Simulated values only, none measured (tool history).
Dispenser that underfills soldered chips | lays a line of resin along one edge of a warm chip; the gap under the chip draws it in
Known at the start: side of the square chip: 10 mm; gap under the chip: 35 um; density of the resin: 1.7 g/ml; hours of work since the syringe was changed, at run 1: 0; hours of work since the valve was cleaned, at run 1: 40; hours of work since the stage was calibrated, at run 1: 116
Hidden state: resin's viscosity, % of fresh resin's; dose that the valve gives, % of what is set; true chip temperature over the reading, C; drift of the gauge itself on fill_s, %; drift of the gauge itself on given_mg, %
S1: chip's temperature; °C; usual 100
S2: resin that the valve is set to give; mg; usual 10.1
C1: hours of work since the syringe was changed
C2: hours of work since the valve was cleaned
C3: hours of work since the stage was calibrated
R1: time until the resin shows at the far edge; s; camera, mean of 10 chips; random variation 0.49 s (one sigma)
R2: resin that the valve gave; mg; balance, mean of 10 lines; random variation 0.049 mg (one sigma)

| run | hour | S1 | S2 | C1 | C2 | C3 | R1 | R2 |
|---|---|---|---|---|---|---|---|---|
| 1 | 0.0 | 100 | 10.1 | 0 | 40 | 116 | 37.7 | 9.81 |
| 2 | 4.5 | 100 | 10.1 | 3 | 43 | 119 | 49.6 | 9.81 |
| 3 | 8.0 | 100 | 10.1 | 5 | 45 | 121 | 61.4 | 9.94 |
|  | 13.9 | dispensing valve cleaned and set on the balance |
| 4 | 15.0 | 100 | 10.1 | 9 | 1 | 125 | 83.8 | 9.97 |
|  | 19.7 | new syringe of resin |
| 5 | 21.8 | 100 | 10.1 | 1 | 5 | 129 | 42.1 | 10.06 |
| 6 | 26.4 | 100 | 10.1 | 4 | 8 | 132 | 55.4 | 10.21 |
| 7 | 33.8 | 100 | 10.1 | 9 | 13 | 137 | 83.7 | 10.03 |
|  | 38.4 | new syringe of resin |
| 8 | 41.8 | 100 | 10.1 | 2 | 18 | 142 | 46.4 | 10.01 |
| 9 | 46.9 | 100 | 10.1 | 6 | 21 | 145 | 61.8 | 9.95 |
| 10 | 54.2 | 100 | 8.7 | 10 | 26 | 150 | 93.2 | 8.56 |
|  | 57.0 | new syringe of resin |
| 11 | 59.2 | 98 | 10.1 | 1 | 29 | 153 | 46.4 | 9.93 |
| 12 | 64.7 | 100 | 10.1 | 5 | 32 | 157 | 57.9 | 9.90 |
| 13 | 72.3 | 85 | 11.3 | 10 | 37 | 161 | 155.7 | 11.12 |
|  | 75.5 | new syringe of resin |
| 14 | 79.7 | 87 | 10.3 | 3 | 42 | 166 | 77.7 | 10.08 |
| 15 | 85.7 | 87 | 10.3 | 7 | 46 | 170 | 109.0 | 9.93 |
|  | 90.6 | dispensing valve cleaned and set on the balance |
| 16 | 92.4 | 115 | 12.8 | 10 | 1 | 174 | 55.5 | 12.80 |
|  | 95.2 | new syringe of resin |
| 17 | 97.4 | 113 | 11.1 | 1 | 4 | 177 | 27.5 | 11.13 |
| 18 | 104.2 | 94 | 9.0 | 6 | 9 | 181 | 78.5 | 8.99 |
| 19 | 111.1 | 100 | 12.2 | 10 | 13 | 186 | 91.8 | 12.14 |
|  | 113.5 | new syringe of resin |
| 20 | 117.9 | 105 | 10.0 | 3 | 17 | 190 | 41.6 | 9.82 |
| 21 | 125.6 | 96 | 12.8 | 8 | 22 | 195 | 85.5 | 12.65 |
|  | 132.2 | new syringe of resin |
| 22 | 133.3 | 94 | 10.3 | 1 | 27 | 199 | 49.0 | 10.15 |
| 23 | 139.8 | 88 | 10.1 | 5 | 31 | 204 | 90.2 | 9.94 |

The same runs without the tool's hidden state, with the same run-to-run variation:
| run | R1 | R2 |
|---|---|---|
| 1 | 37.9 | 10.04 |
| 2 | 38.9 | 10.06 |
| 3 | 40.0 | 10.21 |
| 4 | 39.1 | 9.98 |
| 5 | 38.4 | 10.08 |
| 6 | 39.3 | 10.26 |
| 7 | 39.6 | 10.11 |
| 8 | 39.1 | 10.12 |
| 9 | 39.3 | 10.08 |
| 10 | 39.5 | 8.70 |
| 11 | 42.1 | 10.10 |
| 12 | 38.8 | 10.10 |
| 13 | 68.8 | 11.38 |
| 14 | 62.8 | 10.35 |
| 15 | 63.4 | 10.22 |
| 16 | 23.3 | 12.81 |
| 17 | 25.1 | 11.16 |
| 18 | 49.4 | 9.04 |
| 19 | 39.6 | 12.24 |
| 20 | 33.1 | 9.92 |
| 21 | 44.7 | 12.83 |
| 22 | 47.4 | 10.33 |
| 23 | 60.9 | 10.14 |
